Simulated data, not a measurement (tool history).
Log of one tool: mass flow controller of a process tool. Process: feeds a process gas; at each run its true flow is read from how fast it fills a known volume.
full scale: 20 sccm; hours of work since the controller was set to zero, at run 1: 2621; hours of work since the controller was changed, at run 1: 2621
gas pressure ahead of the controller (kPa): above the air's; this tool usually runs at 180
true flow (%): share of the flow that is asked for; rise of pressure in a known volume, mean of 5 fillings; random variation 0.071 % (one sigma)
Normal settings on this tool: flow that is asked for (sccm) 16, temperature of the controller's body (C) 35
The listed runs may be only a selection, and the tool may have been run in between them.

| run | day | flow that is asked for (sccm) | gas pressure ahead of the controller (kPa) | temperature of the controller's body (C) | hours of work since the controller was set to zero | hours of work since the controller was changed | true flow (%) |
|---|---|---|---|---|---|---|---|
| 1 | 0 | 16 | 180 | 35 | 2621 | 2621 | 98.34 |
| 2 | 9.925 | 16 | 180 | 35 | 2795 | 2795 | 98.21 |
| 3 | 25.704 | 16 | 180 | 35 | 3072 | 3072 | 98.1 |
| 4 | 37.429 | 16 | 180 | 35 | 3277 | 3277 | 97.9 |
| 5 | 52.775 | 16 | 180 | 35 | 3546 | 3546 | 97.7 |
| 6 | 72.779 | 16 | 245 | 35 | 3897 | 3897 | 97.59 |
| 7 | 85.462 | 16 | 245 | 35 | 4119 | 4119 | 97.37 |
| 8 | 97.129 | 16 | 245 | 35 | 4324 | 4324 | 97.12 |
| 9 | 113.879 | 17 | 245 | 35 | 4617 | 4617 | 97.17 |
| 10 | 125.792 | 17 | 245 | 35 | 4826 | 4826 | 96.85 |
|  | 139.404 | controller's zero set anew |
| 11 | 139.404 | 17 | 245 | 35 | 0 | 5064 | 95.99 |
| 12 | 159.779 | 17 | 258 | 35 | 357 | 5421 | 95.71 |
| 13 | 177.146 | 16 | 180 | 35 | 661 | 5725 | 94.94 |
| 14 | 190.192 | 16 | 180 | 35 | 890 | 5954 | 94.86 |
| 15 | 211.6 | 16 | 180 | 35 | 1265 | 6329 | 94.54 |
| 16 | 221.596 | 16 | 180 | 32 | 1440 | 6504 | 94.14 |
| 17 | 237.758 | 16 | 180 | 28 | 1724 | 6787 | 93.82 |
|  | 242.217 | controller's zero set anew, once more |
| 18 | 256.742 | 16 | 180 | 35 | 255 | 7120 | 97.19 |
| 19 | 268.879 | 16 | 180 | 35 | 467 | 7332 | 97.18 |
| 20 | 282.821 | 7 | 180 | 29 | 712 | 7577 | 95.5 |
| 21 | 295.483 | 3 | 180 | 31 | 933 | 7799 | 93.8 |
| 22 | 316.112 | 5 | 199 | 28 | 1295 | 8160 | 94.15 |
| 23 | 325.133 | 5 | 199 | 28 | 1453 | 8318 | 94.02 |
| 24 | 339.404 | 5 | 199 | 28 | 1703 | 8568 | 93.64 |
| 25 | 357.392 | 5 | 199 | 28 | 2018 | 8884 | 93.09 |
| 26 | 375.408 | 5 | 199 | 28 | 2334 | 9199 | 92.69 |
| 27 | 384.254 | 5 | 163 | 20 | 2489 | 9354 | 91.75 |
| 28 | 400.517 | 16 | 180 | 21 | 2774 | 9639 | 94.5 |
| 29 | 415.462 | 16 | 180 | 21 | 3036 | 9901 | 94.23 |
| 30 | 436.688 | 16 | 180 | 21 | 3408 | 10273 | 93.98 |
| 31 | 450.058 | 4 | 162 | 35 | 3642 | 10507 | 89.88 |
| 32 | 464.608 | 13 | 162 | 30 | 3897 | 10762 | 93.64 |
| 33 | 480.633 | 13 | 162 | 30 | 4178 | 11043 | 93.29 |
|  | 487.717 | controller exchanged for a calibrated one |
| 34 | 499.775 | 13 | 162 | 30 | 211 | 211 | 99.63 |
| 35 | 512.946 | 16 | 180 | 39 | 442 | 442 | 100.29 |
| 36 | 523.683 | 16 | 180 | 39 | 630 | 630 | 100.16 |
| 37 | 541.021 | 16 | 180 | 39 | 934 | 934 | 99.93 |

Some steps in true flow (%) between neighbouring runs. How much of each would the tool show without its hidden state too (settings, what came in, random variation), and how much is left for the hidden state, with any gauge scatter that isn't in both results?
Hidden state present: flow at rest that the sensor doesn't see, % of full scale; true flow over the shown one, %; drift of the gauge itself on true_pct, %.
Run 30 -> 31: flow that is asked for (sccm) 16 -> 4, gas pressure ahead of the controller (kPa) 180 -> 162, temperature of the controller's body (C) 21 -> 35. true flow (%) -4.1: hidden state -4.14, all else +0.04.
Run 31 -> 32: flow that is asked for (sccm) 4 -> 13, temperature of the controller's body (C) 35 -> 30. true flow (%) +3.76: hidden state +3.42, all else +0.34.
Run 33 -> 34: controller exchanged for a calibrated one. true flow (%) +6.34: hidden state +6.31, all else +0.03.

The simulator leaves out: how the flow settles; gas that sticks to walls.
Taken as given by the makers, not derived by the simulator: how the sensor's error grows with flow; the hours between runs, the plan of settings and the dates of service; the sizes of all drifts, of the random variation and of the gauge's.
